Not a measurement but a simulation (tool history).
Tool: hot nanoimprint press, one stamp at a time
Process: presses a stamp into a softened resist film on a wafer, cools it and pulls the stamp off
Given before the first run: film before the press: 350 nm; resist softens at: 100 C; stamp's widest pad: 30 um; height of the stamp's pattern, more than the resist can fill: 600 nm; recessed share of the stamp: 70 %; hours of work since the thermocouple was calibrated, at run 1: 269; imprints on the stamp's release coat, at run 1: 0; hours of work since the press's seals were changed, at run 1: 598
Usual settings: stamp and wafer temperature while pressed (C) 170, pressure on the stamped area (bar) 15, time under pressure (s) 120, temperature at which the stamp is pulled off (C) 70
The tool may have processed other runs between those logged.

run,day,stamp and wafer temperature while pressed (C),pressure on the stamped area (bar),time under pressure (s),temperature at which the stamp is pulled off (C),hours of work since the thermocouple was calibrated,imprints on the stamp's release coat,hours of work since the press's seals were changed,resist left under the stamp's widest pad (Å),greatest force while the stamp is pulled off (N)
1,0,170,15,120,70,269,0,598,1576,124
2,0.721,170,15,120,70,281,94,611,1571,126
# day 1.038: plate thermocouple calibrated
3,1.538,170,15,120,70,9,185,623,1603,129
4,2.55,170,15,120,70,27,318,641,1622,130
5,3.196,170,15,120,70,38,403,652,1619,129
6,3.838,170,15,120,70,49,487,664,1615,130
7,4.45,170,15,120,70,60,567,674,1611,132
# day 5.275: plate thermocouple calibrated, once more
8,5.312,170,15,120,70,1,664,687,1474,131
9,6.104,179,15,120,70,15,768,701,983,132
10,7.025,170,15,120,70,31,889,718,1479,133
11,8.162,170,15,120,70,51,1038,738,1500,137
12,8.917,170,15,120,70,64,1137,751,1509,135
# day 9.429: stamp cleaned and given a new release coat
13,10.142,170,15,120,64,81,93,768,1501,130
14,10.967,161,15,120,70,96,202,782,2273,127
15,12.058,177,15,120,70,115,345,802,1105,129
16,12.992,170,15,120,70,131,467,818,1519,128
17,14.046,170,15,120,70,150,606,837,1525,129
18,14.842,170,15,210,77,164,710,851,1272,129
19,15.629,170,15,210,77,178,814,865,1293,127
20,16.725,174,15,210,77,197,957,884,1054,129
21,17.733,170,15,73,62,215,1090,902,1818,143
# day 18.55: stamp cleaned and given a new release coat
22,18.621,175,15,120,70,226,9,913,1235,128
23,19.175,175,15,120,70,236,82,923,1233,124
24,19.775,175,15,120,70,246,161,933,1242,126
25,20.433,175,15,120,70,258,247,945,1250,124
26,20.996,175,10.8,120,66,268,321,954,1510,130
27,21.688,180,10.3,129,66,280,412,967,1211,133
# day 22.058: plate thermocouple calibrated
28,22.558,170,11.5,143,69,9,509,980,1629,129
29,23.454,170,11.5,143,69,25,627,996,1627,133
30,24.171,170,15,120,72,37,721,1008,1522,128
31,24.912,170,15,120,72,50,818,1021,1507,130

Selected run-to-run steps in resist left under the stamp's widest pad (Å), each split into two signed amounts: the part the tool would show with no hidden state at all (from settings, incoming material and random variation), and the remainder, which goes to the hidden state together with any gauge scatter not common to the measured and the hidden-state-free results:
Hidden state present: true temperature over the reading, C; pressure that arrives at the usual setting, %; grip of the stamp's worn release coat, % over a new coat's; drift of the gauge itself on residual_nm, %; drift of the gauge itself on pull_off_n, %.
Run 7 -> 8: plate thermocouple calibrated, once more. resist left under the stamp's widest pad (Å) -137: hidden state -148, all else +11.
Run 13 -> 14: stamp and wafer temperature while pressed (C) 170 -> 161, temperature at which the stamp is pulled off (C) 64 -> 70. resist left under the stamp's widest pad (Å) +772: hidden state +27, all else +745.
Run 14 -> 15: stamp and wafer temperature while pressed (C) 161 -> 177. resist left under the stamp's widest pad (Å) -1168: hidden state -36, all else -1132.
Run 20 -> 21: stamp and wafer temperature while pressed (C) 174 -> 170, time under pressure (s) 210 -> 73, temperature at which the stamp is pulled off (C) 77 -> 62. resist left under the stamp's widest pad (Å) +764: hidden state +52, all else +712.
Run 27 -> 28: stamp and wafer temperature while pressed (C) 180 -> 170, pressure on the stamped area (bar) 10.3 -> 11.5, time under pressure (s) 129 -> 143, temperature at which the stamp is pulled off (C) 66 -> 69, plate thermocouple calibrated. resist left under the stamp's widest pad (Å) +418: hidden state -42, all else +460.
